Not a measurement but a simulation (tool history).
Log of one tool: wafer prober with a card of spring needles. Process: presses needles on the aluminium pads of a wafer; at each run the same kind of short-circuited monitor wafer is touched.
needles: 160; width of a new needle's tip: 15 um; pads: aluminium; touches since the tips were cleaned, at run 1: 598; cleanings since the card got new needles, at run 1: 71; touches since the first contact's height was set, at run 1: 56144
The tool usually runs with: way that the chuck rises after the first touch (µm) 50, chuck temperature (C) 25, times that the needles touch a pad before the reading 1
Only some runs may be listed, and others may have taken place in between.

| run | hour | way that the chuck rises after the first touch (µm) | chuck temperature (C) | times that the needles touch a pad before the reading | touches since the tips were cleaned | cleanings since the card got new needles | touches since the first contact's height was set | resistance of one needle with its contact and lead (mohm) | way that a needle slides on the pad (µm) |
|---|---|---|---|---|---|---|---|---|---|
| 1 | 0 | 50 | 25 | 1 | 598 | 71 | 56144 | 219 | 9.13 |
|  | 16.4 | tips cleaned on abrasive film |
|  | 35.4 | tips cleaned on abrasive film |
| 2 | 48.4 | 36 | 25 | 1 | 4882 | 73 | 74349 | 310 | 6.56 |
|  | 52.6 | tips cleaned on abrasive film |
|  | 71.9 | tips cleaned on abrasive film |
|  | 90.6 | tips cleaned on abrasive film |
| 3 | 92.4 | 50 | 26 | 1 | 649 | 76 | 90864 | 215 | 9.1 |
|  | 108.8 | tips cleaned on abrasive film |
| 4 | 121.1 | 50 | 26 | 1 | 4645 | 77 | 101680 | 253 | 9.1 |
|  | 129 | tips cleaned on abrasive film |
|  | 147.1 | tips cleaned on abrasive film |
| 5 | 161.9 | 50 | 26 | 1 | 5578 | 79 | 117032 | 256 | 9.08 |
|  | 166.1 | tips cleaned on abrasive film |
|  | 185.3 | tips cleaned on abrasive film |
|  | 202.4 | tips cleaned on abrasive film |
| 6 | 213.2 | 50 | 26 | 1 | 4072 | 82 | 136303 | 252 | 9.06 |
|  | 220.3 | tips cleaned on abrasive film |
|  | 239.2 | tips cleaned on abrasive film |
|  | 255.6 | tips cleaned on abrasive film |
| 7 | 264.1 | 50 | 26 | 1 | 3207 | 85 | 155436 | 246 | 9.03 |
|  | 275.5 | tips cleaned on abrasive film |
|  | 293.8 | tips cleaned on abrasive film |
|  | 314 | tips cleaned on abrasive film |
| 8 | 321 | 50 | 26 | 1 | 2662 | 88 | 176831 | 242 | 8.98 |
|  | 333.4 | tips cleaned on abrasive film |
|  | 349.8 | tips cleaned on abrasive film |
| 9 | 357.9 | 50 | 25 | 1 | 3057 | 90 | 190689 | 246 | 8.98 |
|  | 369.1 | tips cleaned on abrasive film |
|  | 389.2 | tips cleaned on abrasive film |
|  | 409 | tips cleaned on abrasive film |
| 10 | 419.6 | 50 | 25 | 1 | 4018 | 93 | 213914 | 251 | 8.95 |
|  | 426.7 | tips cleaned on abrasive film |
|  | 427 | height of the first contact set anew |
|  | 443.4 | tips cleaned on abrasive film |
|  | 462.6 | tips cleaned on abrasive film |
| 11 | 474.6 | 41 | 25 | 1 | 4535 | 96 | 17918 | 279 | 7.54 |
|  | 481.9 | tips cleaned on abrasive film |
|  | 498.3 | tips cleaned on abrasive film |
|  | 518.2 | tips cleaned on abrasive film |
|  | 538 | tips cleaned on abrasive film |
| 12 | 538.3 | 41 | 25 | 1 | 81 | 100 | 41833 | 210 | 7.5 |
|  | 558.4 | tips cleaned on abrasive film |
|  | 577.9 | tips cleaned on abrasive film |
|  | 594.4 | tips cleaned on abrasive film |
| 13 | 594.4 | 41 | 25 | 1 | 0 | 103 | 62927 | 204 | 7.47 |
|  | 613.2 | tips cleaned on abrasive film |
| 14 | 624.1 | 41 | 25 | 1 | 4141 | 104 | 74131 | 289 | 7.47 |
|  | 631.4 | tips cleaned on abrasive film |
|  | 651.6 | tips cleaned on abrasive film |
| 15 | 662.1 | 43 | 103 | 2 | 3990 | 106 | 88424 | 259 | 7.81 |
|  | 669.7 | tips cleaned on abrasive film |
|  | 689 | tips cleaned on abrasive film |
|  | 707.3 | tips cleaned on abrasive film |
|  | 726 | tips cleaned on abrasive film |
| 16 | 726.6 | 61 | 29 | 3 | 244 | 110 | 112641 | 197 | 11.1 |
|  | 743 | tips cleaned on abrasive film |
|  | 763 | tips cleaned on abrasive film |
|  | 782.4 | tips cleaned on abrasive film |
| 17 | 786.2 | 61 | 29 | 3 | 1421 | 113 | 135051 | 201 | 11.11 |
|  | 799.7 | tips cleaned on abrasive film |
|  | 816.2 | tips cleaned on abrasive film |
| 18 | 831 | 37 | 29 | 1 | 5628 | 115 | 151928 | 318 | 6.65 |
|  | 835.2 | tips cleaned on abrasive film |
|  | 855.6 | tips cleaned on abrasive film |
|  | 873.7 | tips cleaned on abrasive film |
| 19 | 873.7 | 37 | 81 | 1 | 0 | 118 | 167931 | 234 | 6.63 |
|  | 893 | tips cleaned on abrasive film |
| 20 | 907.1 | 50 | 94 | 1 | 5324 | 119 | 180508 | 272 | 9 |
|  | 911.3 | tips cleaned on abrasive film |
|  | 930.9 | tips cleaned on abrasive film |
|  | 949.9 | tips cleaned on abrasive film |
| 21 | 959.4 | 37 | 33 | 1 | 3594 | 122 | 200184 | 302 | 6.59 |
|  | 966.7 | tips cleaned on abrasive film |
|  | 986.2 | tips cleaned on abrasive film |
| 22 | 988 | 50 | 93 | 3 | 691 | 124 | 210917 | 218 | 8.97 |
|  | 1003.3 | tips cleaned on abrasive film |
|  | 1003.6 | height of the first contact set anew |
|  | 1022.9 | tips cleaned on abrasive film |
|  | 1041.9 | tips cleaned on abrasive film |
| 23 | 1055.6 | 50 | 75 | 1 | 5179 | 127 | 19576 | 269 | 9.18 |

Estimate the outcome of run 24 from the log above:
|  | 1059.7 | tips cleaned on abrasive film |
|  | 1079.7 | tips cleaned on abrasive film |
|  | 1097.2 | tips cleaned on abrasive film |
|  | 1117.1 | tips cleaned on abrasive film |
| 24 | 1118.1 | 50 | 75 | 1 | 371 | 131 | 43073 | ? | ? |

For run 24 the tool returned resistance of one needle with its contact and lead (mohm) 223, way that a needle slides on the pad (µm) 9.15.
With no hidden state in the tool, this same run would have given resistance of one needle with its contact and lead (mohm) 206, way that a needle slides on the pad (µm) 9.2.
